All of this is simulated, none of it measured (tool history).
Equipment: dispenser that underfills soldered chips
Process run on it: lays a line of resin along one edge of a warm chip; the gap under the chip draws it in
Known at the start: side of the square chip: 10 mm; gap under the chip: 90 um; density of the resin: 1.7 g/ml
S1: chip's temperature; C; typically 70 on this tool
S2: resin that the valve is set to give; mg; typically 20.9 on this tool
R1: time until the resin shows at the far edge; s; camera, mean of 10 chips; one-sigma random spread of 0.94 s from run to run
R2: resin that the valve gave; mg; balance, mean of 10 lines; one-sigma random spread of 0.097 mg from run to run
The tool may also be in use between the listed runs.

run   hour  S1    S2     R1     R2
  1    0.0  70  20.9   98.1  19.58
       5.0  -- new syringe of resin
  2    5.0  70  20.9   92.0  19.57
  3    9.5  70  20.9  101.9  19.61
      13.9  -- new syringe of resin
  4   16.4  66  20.9  116.8  19.53
  5   19.3  66  20.9  126.4  19.34
      22.7  -- new syringe of resin
  6   23.4  70  20.9   96.0  19.42
  7   29.6  78  20.9   77.2  19.21
      31.3  -- new syringe of resin
  8   33.2  70  20.9   98.3  19.30
  9   38.1  70  24.5  101.9  22.54
      40.2  -- new syringe of resin
 10   41.2  76  24.5   70.5  22.42
 11   44.2  70  20.9  101.3  19.16
 12   47.2  70  20.9  107.7  19.05
      48.6  -- new syringe of resin
 13   52.2  70  20.9  101.3  19.10
      57.1  -- new syringe of resin
 14   59.0  65  23.8  115.4  21.59
 15   62.4  62  20.9  149.2  18.93
      65.6  -- new syringe of resin
 16   67.8  65  20.6  123.3  18.57
 17   72.1  64  25.4  131.3  23.03
      74.4  -- new syringe of resin
 18   75.5  64  25.4  117.6  22.84
 19   78.9  81  24.0   62.2  21.37
      83.1  -- new syringe of resin
 20   84.4  58  26.3  158.5  23.47
 21   90.9  58  26.3  179.7  23.44
      91.8  -- new syringe of resin
 22   95.4  58  26.3  165.9  23.50
      98.3  -- dispensing valve cleaned and set on the balance
     101.6  -- new syringe of resin
 23  102.5  83  19.3   54.9  19.25
 24  106.6  72  18.5   95.9  18.27
     110.1  -- new syringe of resin
 25  112.3  56  23.3  176.9  23.23
 26  116.7  56  23.3  196.2  23.06

Predict each of these 3 candidate next runs independently; none follows another, all start after run 26:
     118.6  -- new syringe of resin
  A  123.0  56  24.6   ?   ?
     118.6  -- new syringe of resin
  B  123.0  78  20.2   ?   ?
     118.6  -- new syringe of resin
  C  123.0  56  24.4   ?   ?

run     R1     R2
  A  185.2  24.35
  B   73.8  19.87
  C  184.3  24.17
With the hidden condition removed and each run's random variation left untouched, the same runs would have given:
run     R1     R2
  A  163.7  24.69
  B   65.2  20.15
  C  162.7  24.51
